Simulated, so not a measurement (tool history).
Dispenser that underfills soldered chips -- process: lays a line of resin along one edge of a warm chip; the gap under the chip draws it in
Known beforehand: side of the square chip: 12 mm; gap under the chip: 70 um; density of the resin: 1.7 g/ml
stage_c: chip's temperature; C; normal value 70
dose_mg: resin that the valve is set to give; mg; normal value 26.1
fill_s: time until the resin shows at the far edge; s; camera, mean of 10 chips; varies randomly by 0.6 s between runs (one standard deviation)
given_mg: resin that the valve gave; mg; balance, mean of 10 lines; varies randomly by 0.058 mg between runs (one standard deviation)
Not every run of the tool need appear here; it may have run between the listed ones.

run 1 hour=0.0 | stage_c=70 dose_mg=26.1 | fill_s=86.1 given_mg=25.00
run 2 hour=4.0 | stage_c=70 dose_mg=26.1 | fill_s=112.2 given_mg=24.86
run 3 hour=8.3 | stage_c=83 dose_mg=26.1 | fill_s=35.9 given_mg=24.88
run 4 hour=12.6 | stage_c=83 dose_mg=31.2 | fill_s=46.7 given_mg=29.77
run 5 hour=16.6 | stage_c=69 dose_mg=26.1 | fill_s=111.9 given_mg=26.12
run 6 hour=21.9 | stage_c=69 dose_mg=26.1 | fill_s=69.7 given_mg=26.07
run 7 hour=26.4 | stage_c=70 dose_mg=22.5 | fill_s=93.7 given_mg=22.46
run 8 hour=31.1 | stage_c=70 dose_mg=23.1 | fill_s=55.3 given_mg=23.11
run 9 hour=35.1 | stage_c=77 dose_mg=24.6 | fill_s=51.2 given_mg=24.56
run 10 hour=38.8 | stage_c=77 dose_mg=24.6 | fill_s=64.1 given_mg=24.52
run 11 hour=41.9 | stage_c=77 dose_mg=24.6 | fill_s=79.3 given_mg=24.51
run 12 hour=44.7 | stage_c=77 dose_mg=24.6 | fill_s=42.2 given_mg=24.54
run 13 hour=49.7 | stage_c=77 dose_mg=24.6 | fill_s=57.9 given_mg=24.39
run 14 hour=51.8 | stage_c=77 dose_mg=24.6 | fill_s=65.4 given_mg=24.39
run 15 hour=56.2 | stage_c=82 dose_mg=23.9 | fill_s=33.1 given_mg=23.68
run 16 hour=60.6 | stage_c=73 dose_mg=22.9 | fill_s=65.8 given_mg=22.73

Withheld: 6 entries from between the runs. Position of each, and hidden state at the listed run before versus the listed run after:
From run 2 to run 3: new syringe of resin (hour 4.6)
  resin's viscosity, % of fresh resin's: 216.5 -> 126.2; dose that the valve gives, % of what is set: 95.46 -> 95.37; true chip temperature over the reading, C: 0.38 -> 0.37
  the result without the hidden state subtracted from the measured one, fill_s: +59.8 -> +7.2 s; given_mg: -1.18 -> -1.21 mg
From run 4 to run 5: dispensing valve cleaned and set on the balance (hour 15.4)
  resin's viscosity, % of fresh resin's: 167.6 -> 204.3; dose that the valve gives, % of what is set: 95.27 -> 100.17; true chip temperature over the reading, C: 0.37 -> 0.36
  the result without the hidden state subtracted from the measured one, fill_s: +18.4 -> +56.1 s; given_mg: -1.47 -> +0.05 mg
From run 5 to run 6: new syringe of resin (hour 18.0)
  resin's viscosity, % of fresh resin's: 204.3 -> 128.4; dose that the valve gives, % of what is set: 100.17 -> 100.05; true chip temperature over the reading, C: 0.36 -> 0.35
  the result without the hidden state subtracted from the measured one, fill_s: +56.1 -> +14.5 s; given_mg: +0.05 -> +0.01 mg
From run 7 to run 8: new syringe of resin (hour 30.6)
  resin's viscosity, % of fresh resin's: 173.5 -> 103.1; dose that the valve gives, % of what is set: 99.94 -> 99.84
  the result without the hidden state subtracted from the measured one, fill_s: +38.9 -> +0.8 s; given_mg: -0.01 -> -0.03 mg
From run 11 to run 12: new syringe of resin (hour 43.0)
  resin's viscosity, % of fresh resin's: 209.6 -> 110.3; dose that the valve gives, % of what is set: 99.59 -> 99.53; true chip temperature over the reading, C: 0.32 -> 0.31
  the result without the hidden state subtracted from the measured one, fill_s: +41.1 -> +3.4 s; given_mg: -0.10 -> -0.11 mg
From run 14 to run 15: new syringe of resin (hour 55.2)
  resin's viscosity, % of fresh resin's: 175.7 -> 107; dose that the valve gives, % of what is set: 99.36 -> 99.26; true chip temperature over the reading, C: 0.3 -> 0.29
  the result without the hidden state subtracted from the measured one, fill_s: +27.8 -> +1.8 s; given_mg: -0.16 -> -0.17 mg
